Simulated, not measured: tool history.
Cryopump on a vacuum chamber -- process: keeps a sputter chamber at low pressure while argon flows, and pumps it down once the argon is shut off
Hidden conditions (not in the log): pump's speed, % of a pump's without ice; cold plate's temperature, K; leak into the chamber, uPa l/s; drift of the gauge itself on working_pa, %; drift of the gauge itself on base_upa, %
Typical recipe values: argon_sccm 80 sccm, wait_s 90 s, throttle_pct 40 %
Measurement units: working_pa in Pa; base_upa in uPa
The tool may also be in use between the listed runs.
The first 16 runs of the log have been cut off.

| run | hour | argon_sccm | wait_s | throttle_pct | hours of work since the pump was warmed up and emptied | hours of work since the cold head was overhauled | hours of work since the chamber's fittings were tightened | working_pa | base_upa |
|---|---|---|---|---|---|---|---|---|---|
| 17 | 193.5 | 42 | 31 | 17 | 355 | 355 | 2059 | 0.4700 | 4.10 |
| 18 | 209.6 | 96 | 76 | 40 | 368 | 368 | 2072 | 0.4736 | 2.71 |
| 19 | 217.4 | 69 | 85 | 40 | 374 | 374 | 2078 | 0.3387 | 2.71 |
| 20 | 226.3 | 107 | 85 | 40 | 382 | 382 | 2086 | 0.5314 | 2.72 |
| 21 | 239.1 | 79 | 31 | 59 | 392 | 392 | 2096 | 0.2736 | 4.35 |
| 22 | 251.4 | 79 | 31 | 59 | 403 | 403 | 2107 | 0.2748 | 4.20 |
| 23 | 264.4 | 79 | 31 | 59 | 413 | 413 | 2117 | 0.2760 | 4.35 |
| 24 | 277.8 | 86 | 119 | 59 | 424 | 424 | 2128 | 0.2991 | 2.47 |
| 25 | 287.7 | 98 | 21 | 16 | 433 | 433 | 2137 | 1.1842 | 5.42 |
| 26 | 303.5 | 98 | 21 | 16 | 446 | 446 | 2150 | 1.1877 | 5.30 |
| 27 | 311.2 | 98 | 36 | 52 | 452 | 452 | 2156 | 0.3855 | 3.89 |
| 28 | 319.7 | 67 | 52 | 40 | 459 | 459 | 2163 | 0.3361 | 3.28 |
| 29 | 329.3 | 99 | 90 | 45 | 467 | 467 | 2171 | 0.4434 | 2.75 |
| 30 | 346.0 | 80 | 20 | 22 | 481 | 481 | 2185 | 0.7111 | 5.83 |

Run 31 comes next. What will it give?
| 31 | 356.8 | 80 | 64 | 40 | 490 | 490 | 2194 | ? | ? |

working_pa: 0.4041 Pa
base_upa: 3.12 uPa
Without the tool's hidden state the same run would have given working_pa 0.3722 Pa, base_upa 1.51 uPa.

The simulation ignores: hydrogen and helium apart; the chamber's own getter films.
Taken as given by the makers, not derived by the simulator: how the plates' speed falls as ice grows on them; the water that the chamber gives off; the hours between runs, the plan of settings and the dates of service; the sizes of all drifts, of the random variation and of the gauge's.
